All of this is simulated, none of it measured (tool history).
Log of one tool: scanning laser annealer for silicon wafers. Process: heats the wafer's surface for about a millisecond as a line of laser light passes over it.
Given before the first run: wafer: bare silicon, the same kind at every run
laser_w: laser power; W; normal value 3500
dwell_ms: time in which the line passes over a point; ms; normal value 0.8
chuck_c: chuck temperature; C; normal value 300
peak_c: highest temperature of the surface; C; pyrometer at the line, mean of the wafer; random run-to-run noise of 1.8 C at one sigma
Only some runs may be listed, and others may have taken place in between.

Run 1, day 0: usual settings. Result: peak_c 1011 C.
Run 2, day 1.629: usual settings. Result: peak_c 1015 C.
Run 3, day 3.075: usual settings but dwell_ms 0.757 ms. Result: peak_c 993 C.
Run 4, day 4.771: usual settings but laser_w 3071 W, dwell_ms 0.757 ms. Result: peak_c 887 C.
At day 5.854: window over the wafer cleaned.
Run 5, day 6.288: usual settings but laser_w 3071 W, dwell_ms 0.757 ms. Result: peak_c 875 C.
Run 6, day 7.754: usual settings but laser_w 3071 W, dwell_ms 0.622 ms. Result: peak_c 819 C.
Run 7, day 9.192: usual settings but laser_w 3063 W, dwell_ms 0.635 ms, chuck_c 313 C. Result: peak_c 837 C.
Run 8, day 10.775: usual settings but dwell_ms 0.731 ms, chuck_c 276 C. Result: peak_c 942 C.
Run 9, day 11.779: usual settings but laser_w 3809 W, dwell_ms 0.731 ms, chuck_c 297 C. Result: peak_c 1031 C.
At day 12.729: window over the wafer cleaned, once more.
Run 10, day 12.912: usual settings but laser_w 3054 W, chuck_c 277 C. Result: peak_c 884 C.
Run 11, day 14.125: usual settings but dwell_ms 0.737 ms, chuck_c 303 C. Result: peak_c 994 C.

5 ways to go on from here, each from the tool as it stands after run 11. What would each give?
Run A, day 16.054: usual settings but dwell_ms 0.568 ms, chuck_c 303 C. Result: peak_c ?.
Run B, day 16.054: usual settings but laser_w 3836 W, dwell_ms 0.783 ms, chuck_c 324 C. Result: peak_c ?.
Run C, day 16.054: usual settings but laser_w 3153 W, dwell_ms 0.602 ms, chuck_c 334 C. Result: peak_c ?.
Run D, day 16.054: usual settings but laser_w 3044 W. Result: peak_c ?.
Run E, day 16.054: usual settings but laser_w 3575 W, dwell_ms 0.737 ms, chuck_c 303 C. Result: peak_c ?.

run  peak_c
  A     908
  B    1125
  C     878
  D     901
  E    1012
Without the tool's unlogged condition, the same runs would have read:
run  peak_c
  A     935
  B    1160
  C     902
  D     928
  E    1044

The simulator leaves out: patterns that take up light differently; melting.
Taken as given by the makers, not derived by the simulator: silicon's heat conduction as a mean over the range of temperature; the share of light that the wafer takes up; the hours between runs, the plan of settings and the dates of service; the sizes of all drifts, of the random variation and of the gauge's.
